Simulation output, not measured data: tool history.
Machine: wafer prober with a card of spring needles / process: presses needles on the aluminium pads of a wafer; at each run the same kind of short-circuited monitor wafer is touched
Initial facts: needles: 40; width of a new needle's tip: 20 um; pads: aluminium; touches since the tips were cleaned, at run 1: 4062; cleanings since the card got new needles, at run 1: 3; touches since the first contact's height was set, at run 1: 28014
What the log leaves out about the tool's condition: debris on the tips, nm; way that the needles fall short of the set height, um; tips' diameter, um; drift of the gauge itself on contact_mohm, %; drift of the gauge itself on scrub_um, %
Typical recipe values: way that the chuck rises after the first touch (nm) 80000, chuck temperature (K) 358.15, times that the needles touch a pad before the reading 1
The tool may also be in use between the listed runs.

run   hour  way that the chuck rises after the first touch (nm)  chuck temperature (K)  times that the needles touch a pad before the reading  touches since the tips were cleaned  cleanings since the card got new needles  touches since the first contact's height was set  resistance of one needle with its contact and lead (mohm)  way that a needle slides on the pad (nm)
  1    0.0                                                80000                 358.15                                                      1                                 4062                                         3                                             28014                                                        309                                     11408
  2   10.2                                                88000                 358.15                                                      1                                 6380                                         3                                             30332                                                        304                                     12560
      14.6  -- tips cleaned on abrasive film
  3   28.9                                                80000                 358.15                                                      1                                 3246                                         4                                             34539                                                        298                                     11397
  4   40.0                                                71000                 358.15                                                      1                                 5754                                         4                                             37047                                                        316                                     10117
      47.2  -- tips cleaned on abrasive film
  5   56.2                                                94000                 358.15                                                      1                                 2053                                         5                                             40706                                                        296                                     13402
  6   75.4                                                94000                 358.15                                                      1                                 6384                                         5                                             45037                                                        301                                     13403
      79.9  -- tips cleaned on abrasive film
  7   84.4                                                94000                 358.15                                                      1                                 1018                                         6                                             47058                                                        290                                     13399
  8  102.6                                                94000                 358.15                                                      1                                 5146                                         6                                             51186                                                        302                                     13391
     112.3  -- tips cleaned on abrasive film
  9  115.1                                                81000                 324.15                                                      3                                  645                                         7                                             53997                                                        283                                     11525
 10  123.3                                                80000                 357.15                                                      2                                 2507                                         7                                             55859                                                        295                                     11387
 11  132.4                                               100000                 304.15                                                      1                                 4568                                         7                                             57920                                                        281                                     14246
 12  140.6                                               100000                 304.15                                                      1                                 6426                                         7                                             59778                                                        285                                     14254
     145.3  -- tips cleaned on abrasive film
 13  150.3                                                63000                 318.15                                                      3                                 1124                                         8                                             61943                                                        288                                      8953
 14  165.4                                                63000                 318.15                                                      3                                 4544                                         8                                             65363                                                        289                                      8937

Alternative continuations, all from the tool just after run 14; predict every row:
     177.8  -- tips cleaned on abrasive film
  A  184.0                                                71000                 380.15                                                      2                                 1396                                         9                                             69556                                                          ?                                         ?
     177.8  -- tips cleaned on abrasive film
  B  184.0                                                78000                 328.15                                                      2                                 1396                                         9                                             69556                                                          ?                                         ?
     177.8  -- tips cleaned on abrasive film
  C  184.0                                                63000                 303.15                                                      3                                 1396                                         9                                             69556                                                          ?                                         ?
     177.8  -- tips cleaned on abrasive film
  D  184.0                                                80000                 358.15                                                      3                                 1396                                         9                                             69556                                                          ?                                         ?
     177.8  -- tips cleaned on abrasive film
  E  184.0                                                64000                 318.15                                                      3                                 1396                                         9                                             69556                                                          ?                                         ?

run  resistance of one needle with its contact and lead (mohm)  way that a needle slides on the pad (nm)
  A                                                        307                                     10077
  B                                                        288                                     11089
  C                                                        284                                      8938
  D                                                        293                                     11380
  E                                                        289                                      9087
Stripped of hidden state, with their random variation kept, the same runs would have yielded:
run  resistance of one needle with its contact and lead (mohm)  way that a needle slides on the pad (nm)
  A                                                        302                                     10149
  B                                                        283                                     11161
  C                                                        279                                      9010
  D                                                        290                                     11452
  E                                                        285                                      9159
